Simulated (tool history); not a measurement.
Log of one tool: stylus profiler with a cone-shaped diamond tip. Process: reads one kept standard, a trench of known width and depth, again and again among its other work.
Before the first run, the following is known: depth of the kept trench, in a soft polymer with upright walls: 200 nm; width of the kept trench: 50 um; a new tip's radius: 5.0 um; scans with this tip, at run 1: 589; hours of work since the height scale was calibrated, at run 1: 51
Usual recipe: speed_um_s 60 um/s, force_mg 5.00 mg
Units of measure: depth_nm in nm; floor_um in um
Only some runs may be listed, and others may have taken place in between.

run,hour,speed_um_s,force_mg,scans with this tip,hours of work since the height scale was calibrated,depth_nm,floor_um
1,0.0,60,5.00,589,51,202.81,46.84
2,8.8,60,3.93,642,56,202.37,46.78
3,26.2,60,3.93,745,65,202.39,46.83
4,39.0,60,3.93,821,72,202.37,46.82
5,56.8,60,3.93,926,81,202.41,46.84
6,65.6,60,3.93,979,85,202.38,46.74
7,78.9,60,5.00,1058,92,202.78,46.81
8,94.7,60,3.64,1151,100,202.25,46.72
9,108.0,60,3.64,1230,107,202.26,46.73
10,122.2,60,3.64,1315,115,202.27,46.77
11,135.7,222,5.00,1395,122,202.83,46.17
12,151.5,25,5.00,1489,130,202.79,46.87
13,170.5,25,5.00,1602,140,202.85,46.80
14,182.9,60,5.00,1675,146,202.79,46.74
15,201.7,60,4.66,1787,156,202.72,46.69
16,219.4,60,4.66,1892,165,202.72,46.64
17,228.7,60,4.66,1948,170,202.66,46.69
18,241.7,27,4.66,2025,176,202.71,46.85
19,257.0,27,4.66,2116,184,202.67,46.72
20,271.9,27,3.17,2204,192,202.12,46.77
21,287.0,27,3.17,2294,200,202.12,46.70
22,302.4,27,3.17,2385,208,202.18,46.72
23,313.5,60,2.90,2451,214,202.01,46.49

Run 24 is up next; what results do you expect?
24,331.3,60,1.83,2557,223,?,?

Run 24 came out at depth_nm 201.58 nm, floor_um 46.48 um.
On a tool with no hidden condition, and with the same random variation, this run would have come out at depth_nm 201.47 nm, floor_um 46.87 um.

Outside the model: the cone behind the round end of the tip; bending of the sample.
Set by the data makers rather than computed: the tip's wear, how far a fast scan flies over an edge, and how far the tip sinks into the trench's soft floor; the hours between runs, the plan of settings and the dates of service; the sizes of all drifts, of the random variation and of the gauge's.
